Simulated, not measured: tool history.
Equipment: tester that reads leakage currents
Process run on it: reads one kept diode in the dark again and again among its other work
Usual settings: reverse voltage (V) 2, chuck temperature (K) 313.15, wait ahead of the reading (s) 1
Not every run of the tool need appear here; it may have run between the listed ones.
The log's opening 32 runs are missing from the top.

run,day,reverse voltage (V),chuck temperature (K),wait ahead of the reading (s),current that the tester gives (pA)
33,84.158,2.64,322.15,8.52,493.22
34,86.604,13.6,313.15,3.9,499.69
35,89.912,2,313.15,0.34,237.22
36,92.225,13.01,316.15,1,611.63
37,94.558,5.27,318.15,2.31,490.05
38,96.771,10.72,314.15,1.99,490.64
39,99.558,6.96,309.15,1.12,291.06
40,102.696,2,298.15,1,77.53
41,104.408,2,313.15,7.11,236.35

Each row is a separate what-if for the run after 41, all from the same tool condition, not one after another. Results?
A,107.538,18.1,315.15,5.04,?
B,107.538,5.65,310.15,1.18,?
C,107.538,3.94,306.15,2.03,?

run,current that the tester gives (pA)
A,651.27
B,287.43
C,186.55
Had the tool no hidden state, the same runs would have come out as:
run,current that the tester gives (pA)
A,609.61
B,270.38
C,174.95
